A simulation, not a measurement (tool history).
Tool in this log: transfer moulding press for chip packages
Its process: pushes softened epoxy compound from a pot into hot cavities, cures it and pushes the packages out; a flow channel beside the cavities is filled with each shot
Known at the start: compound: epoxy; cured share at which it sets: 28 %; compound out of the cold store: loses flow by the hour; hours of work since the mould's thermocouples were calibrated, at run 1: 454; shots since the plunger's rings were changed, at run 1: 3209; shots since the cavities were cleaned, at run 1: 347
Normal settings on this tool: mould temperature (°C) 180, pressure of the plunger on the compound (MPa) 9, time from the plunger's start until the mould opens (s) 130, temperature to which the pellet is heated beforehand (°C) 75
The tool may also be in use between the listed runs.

run     day  mould temperature (°C)  pressure of the plunger on the compound (MPa)  time from the plunger's start until the mould opens (s)  temperature to which the pellet is heated beforehand (°C)  hours of work since the mould's thermocouples were calibrated  shots since the plunger's rings were changed  shots since the cavities were cleaned  incoming compound's hours out of the cold store  length that the compound runs in the flow channel (mm)  greatest force on the pins that push the packages out (N)
  1       0                     180                                              9                                                      130                                                         75                                                            454                                          3209                                    347                                             17.6                                                     874                                                        642
  2   0.458                     180                                           7.09                                                      130                                                         75                                                            463                                          3328                                    466                                             35.8                                                     734                                                        691
      0.617  -- plunger's sealing rings changed
  3   0.975                     180                                              9                                                      130                                                         75                                                            471                                            93                                    573                                             41.9                                                     841                                                        736
  4   1.304                     180                                              9                                                      130                                                         75                                                            477                                           179                                    659                                             35.4                                                     858                                                        747
  5   1.762                     180                                              9                                                      130                                                         75                                                            485                                           298                                    778                                             11.8                                                     910                                                        805
  6   2.112                     180                                              9                                                      130                                                         75                                                            492                                           389                                    869                                             47.6                                                     827                                                        814
  7   2.708                     180                                              9                                                      130                                                         75                                                            503                                           544                                   1024                                               40                                                     842                                                        812
      3.062  -- cavities cleaned with cleaning compound and waxed
  8   3.325                     180                                              9                                                      130                                                         75                                                            513                                           688                                     68                                              9.6                                                     913                                                        484
      3.438  -- mould's thermocouples calibrated
  9   3.962                     180                                              9                                                      130                                                         75                                                             10                                           832                                    212                                             30.2                                                     861                                                        542
 10   4.592                     180                                              9                                                      130                                                         75                                                             22                                           996                                    376                                             33.9                                                     848                                                        631
 11   4.971                     180                                              9                                                      130                                                         75                                                             29                                          1095                                    475                                               26                                                     868                                                        682
 12   5.433                     173                                              9                                                      130                                                         75                                                             37                                          1214                                    594                                             46.5                                                     842                                                        956
 13   5.958                     173                                              9                                                      130                                                         75                                                             47                                          1351                                    731                                             36.2                                                     868                                                       1055
 14   6.229                     180                                              9                                                      130                                                         75                                                             52                                          1421                                    801                                             20.6                                                     881                                                        774
 15   6.575                     180                                              9                                                      130                                                         75                                                             59                                          1511                                    891                                             42.7                                                     824                                                        759
 16   7.138                     180                                              9                                                      130                                                         75                                                             69                                          1657                                   1037                                             13.1                                                     893                                                        836
      7.446  -- cavities cleaned with cleaning compound and waxed
 17   7.808                     178                                              9                                                      130                                                         81                                                             81                                          1816                                     95                                             29.3                                                     860                                                        522
 18   8.296                     178                                              9                                                      130                                                         81                                                             90                                          1942                                    221                                             20.7                                                     881                                                        594
 19    8.95                     178                                              9                                                      130                                                         81                                                            102                                          2112                                    391                                             24.8                                                     869                                                        665
 20   9.462                     178                                           7.92                                                      123                                                         81                                                            112                                          2246                                    525                                             17.2                                                     832                                                        818
 21   10.05                     185                                           8.88                                                      150                                                         66                                                            123                                          2398                                    677                                             21.7                                                     845                                                        637
 22  10.596                     185                                           8.88                                                      150                                                         66                                                            133                                          2541                                    820                                               20                                                     849                                                        700
 23  11.021                     185                                           8.88                                                      163                                                         66                                                            141                                          2651                                    930                                             42.2                                                     799                                                        689
 24  11.367                     180                                              9                                                      130                                                         85                                                            147                                          2741                                   1020                                             32.7                                                     841                                                        797
     11.729  -- cavities cleaned with cleaning compound and waxed
 25  11.817                     174                                              9                                                      152                                                         75                                                            154                                          2841                                     23                                             24.5                                                     880                                                        466
 26  12.367                     187                                              9                                                      130                                                         73                                                            165                                          2984                                    166                                             21.8                                                     842                                                        464
 27  12.767                     178                                              9                                                      130                                                         75                                                            172                                          3089                                    271                                             34.6                                                     840                                                        637
 28  13.188                     183                                              9                                                      156                                                         75                                                            180                                          3198                                    380                                               22                                                     851                                                        545
 29  13.608                     187                                           9.68                                                      156                                                         75                                                            188                                          3308                                    490                                             41.2                                                     827                                                        578
     13.821  -- plunger's sealing rings changed
 30  14.062                     186                                              9                                                      130                                                         75                                                            195                                            63                                    581                                             46.7                                                     812                                                        637

The logged runs with the hidden state left out (each run's random variation unchanged):
The hidden state here: true mould temperature over the reading, C; pressure that reaches the compound, % of what is set; grip of the stained cavities, % over clean ones'; drift of the gauge itself on flow_mm, %; drift of the gauge itself on push_out_n, %.
run  length that the compound runs in the flow channel (mm)  greatest force on the pins that push the packages out (N)
  1                                                     899                                                        405
  2                                                     756                                                        406
  3                                                     840                                                        412
  4                                                     857                                                        404
  5                                                     911                                                        419
  6                                                     828                                                        415
  7                                                     845                                                        394
  8                                                     917                                                        414
  9                                                     868                                                        403
 10                                                     856                                                        410
 11                                                     878                                                        418
 12                                                     852                                                        550
 13                                                     879                                                        571
 14                                                     893                                                        412
 15                                                     836                                                        391
 16                                                     907                                                        415
 17                                                     875                                                        432
 18                                                     897                                                        430
 19                                                     886                                                        422
 20                                                     850                                                        476
 21                                                     864                                                        356
 22                                                     870                                                        374
 23                                                     819                                                        357
 24                                                     862                                                        397
 25                                                     903                                                        434
 26                                                     866                                                        364
 27                                                     864                                                        441
 28                                                     877                                                        354
 29                                                     852                                                        353
 30                                                     813                                                        371
